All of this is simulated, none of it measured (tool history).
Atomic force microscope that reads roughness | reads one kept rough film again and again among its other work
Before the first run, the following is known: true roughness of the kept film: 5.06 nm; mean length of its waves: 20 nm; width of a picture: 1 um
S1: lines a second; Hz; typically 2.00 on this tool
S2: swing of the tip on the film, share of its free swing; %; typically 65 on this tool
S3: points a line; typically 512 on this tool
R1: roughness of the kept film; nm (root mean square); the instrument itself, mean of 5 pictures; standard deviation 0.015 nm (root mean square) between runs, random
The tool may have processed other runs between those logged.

run   hour    S1  S2    S3     R1
  1    0.0  2.00  65   512  3.265
  2    7.1  2.00  65   512  3.183
  3   14.4  2.00  65   512  3.113
  4   29.7  2.00  65   295  2.883
  5   45.4  2.00  65   295  2.753
  6   53.7  2.00  65   295  2.679
  7   63.2  2.00  65   512  2.636
  8   71.0  3.54  65   512  2.501
  9   86.8  0.89  65   512  2.506
 10  101.7  2.00  65   277  2.323
 11  111.4  2.00  65   512  2.283
 12  119.6  2.00  65   512  2.258
 13  129.4  2.00  65   512  2.201
 14  142.1  2.00  65   512  2.119
 15  151.5  2.00  65   261  2.043
 16  166.3  2.00  65   261  1.973
 17  173.5  2.00  65   261  1.924
     179.4  -- new tip fitted
 18  181.7  2.00  65   261  3.390
 19  188.4  2.29  65   512  3.404
 20  200.6  2.29  65   512  3.204
 21  208.8  2.29  65   512  3.147
 22  215.7  2.00  65   512  3.080
 23  227.8  2.00  65   899  2.957
 24  243.7  2.00  65   899  2.813
 25  256.2  1.29  74   275  2.629
 26  268.6  1.29  58   258  2.574
 27  277.7  1.36  88   512  2.408
 28  284.6  2.63  62   665  2.476
 29  294.5  2.63  62   665  2.415
 30  309.5  0.99  78   535  2.321
 31  316.5  3.15  65   342  2.190
 32  323.4  3.15  68   991  2.190
 33  336.2  3.15  68   991  2.112
 34  347.0  0.92  84   512  2.116
 35  354.9  0.92  87   979  2.056
 36  363.7  1.72  62   929  2.068
     375.4  -- new tip fitted
 37  380.7  2.84  62   929  3.428
 38  395.5  3.16  86   512  2.838
 39  405.0  3.16  86   512  2.706
 40  418.5  3.16  86   512  2.591
 41  432.8  1.00  84   579  2.818
 42  449.2  1.09  84   579  2.636
 43  455.9  2.00  87   880  2.450
 44  467.9  1.44  57   925  2.604
 45  483.8  0.89  83  1007  2.410
 46  494.7  0.89  83  1007  2.342
 47  510.3  0.89  83  1007  2.280

Branching from run 47: 4 alternative next runs. What would each branch give?
  A  518.0  1.27  65   512   ?
  B  518.0  3.46  83  1007   ?
  C  518.0  2.71  68   373   ?
  D  518.0  3.91  65   512   ?

run     R1
  A  2.253
  B  1.976
  C  2.152
  D  2.129
Without the tool's unlogged condition, the same runs would have read:
run     R1
  A  3.618
  B  3.174
  C  3.459
  D  3.426
